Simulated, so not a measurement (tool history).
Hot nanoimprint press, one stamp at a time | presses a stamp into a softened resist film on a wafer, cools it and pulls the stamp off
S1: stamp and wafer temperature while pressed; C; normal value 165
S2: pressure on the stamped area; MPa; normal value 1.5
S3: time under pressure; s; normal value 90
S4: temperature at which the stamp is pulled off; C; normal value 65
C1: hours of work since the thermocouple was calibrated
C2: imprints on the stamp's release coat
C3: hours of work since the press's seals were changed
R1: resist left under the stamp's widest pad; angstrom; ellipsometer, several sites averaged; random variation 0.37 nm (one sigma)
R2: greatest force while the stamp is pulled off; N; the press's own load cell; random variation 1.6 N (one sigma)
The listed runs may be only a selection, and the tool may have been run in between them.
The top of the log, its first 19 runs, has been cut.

run 20 hour=336 | S1=169 S2=1.31 S3=125 S4=69 | C1=119 C2=495 C3=387 | R1=2934 R2=207
run 21 hour=352.1 | S1=169 S2=1.31 S3=125 S4=69 | C1=126 C2=524 C3=394 | R1=2932 R2=209
run 22 hour=378 | S1=169 S2=1.31 S3=125 S4=69 | C1=137 C2=572 C3=405 | R1=2929 R2=210
run 23 hour=389.9 | S1=170 S2=1.62 S3=90 S4=65 | C1=142 C2=594 C3=410 | R1=2989 R2=227
run 24 hour=400.6 | S1=155 S2=1.11 S3=87 S4=67 | C1=146 C2=614 C3=414 | R1=5020 R2=222
run 25 hour=415 | S1=161 S2=1.92 S3=70 S4=57 | C1=153 C2=640 C3=420 | R1=3948 R2=267
run 26 hour=436.9 | S1=169 S2=1.92 S3=46 S4=62 | C1=162 C2=680 C3=430 | R1=3724 R2=245
run 27 hour=452.8 | S1=169 S2=1.92 S3=46 S4=62 | C1=169 C2=710 C3=436 | R1=3721 R2=242
run 28 hour=476.1 | S1=169 S2=1.92 S3=46 S4=62 | C1=178 C2=752 C3=446 | R1=3721 R2=243
run 29 hour=496.1 | S1=161 S2=1.24 S3=51 S4=54 | C1=187 C2=789 C3=455 | R1=4920 R2=283
run 30 hour=518.1 | S1=160 S2=0.9 S3=101 S4=66 | C1=196 C2=830 C3=464 | R1=4551 R2=229
run 31 hour=528.9 | S1=173 S2=0.9 S3=101 S4=54 | C1=201 C2=850 C3=469 | R1=3323 R2=282

Below are 3 alternative next runs, each starting from the tool's condition after run 31. Predict each:
run A hour=552.5 | S1=161 S2=0.9 S3=53 S4=56 | C1=211 C2=893 C3=479 | R1=? R2=?
run B hour=552.5 | S1=167 S2=0.9 S3=86 S4=54 | C1=211 C2=893 C3=479 | R1=? R2=?
run C hour=552.5 | S1=173 S2=0.91 S3=48 S4=54 | C1=211 C2=893 C3=479 | R1=? R2=?

run=A R1=5258 R2=275
run=B R1=4069 R2=286
run=C R1=4295 R2=284
With the hidden condition removed and each run's random variation left untouched, the same runs would have given:
run=A R1=5278 R2=249
run=B R1=4087 R2=259
run=C R1=4310 R2=257
